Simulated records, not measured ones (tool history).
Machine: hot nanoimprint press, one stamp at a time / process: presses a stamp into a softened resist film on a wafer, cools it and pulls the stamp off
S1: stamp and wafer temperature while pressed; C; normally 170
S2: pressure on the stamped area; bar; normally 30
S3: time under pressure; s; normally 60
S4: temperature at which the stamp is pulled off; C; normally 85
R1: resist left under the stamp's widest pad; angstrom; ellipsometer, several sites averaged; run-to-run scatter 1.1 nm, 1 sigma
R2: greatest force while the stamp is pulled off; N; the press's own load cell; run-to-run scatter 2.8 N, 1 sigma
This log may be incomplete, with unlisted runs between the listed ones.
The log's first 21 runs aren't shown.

run	hour	S1	S2	S3	S4	R1	R2
22	320.9	170	30	60	82	1588	145
23	331.2	158	20.9	92	92	3067	123
24	350.2	158	20.9	92	92	3070	125
25	359.4	160	18.1	30	80	3493	150
26	377.6	179	30	60	85	933	136
27	388.7	179	30	60	85	944	138
28	398.8	179	26.9	86	86	870	136
29	410.6	178	26.9	43	86	1205	141
30	420.4	178	26.9	43	86	1210	139

Below are 3 alternative next runs, each starting from the tool's condition after run 30. Predict each:
A	432.3	180	38	43	86	?	?
B	432.3	178	26.9	51	86	?	?
C	432.3	171	30	60	72	?	?

run	R1	R2
A	897	136
B	1136	137
C	1513	163
Stripped of hidden state, with their random variation kept, the same runs would have yielded:
run	R1	R2
A	898	135
B	1138	137
C	1514	163
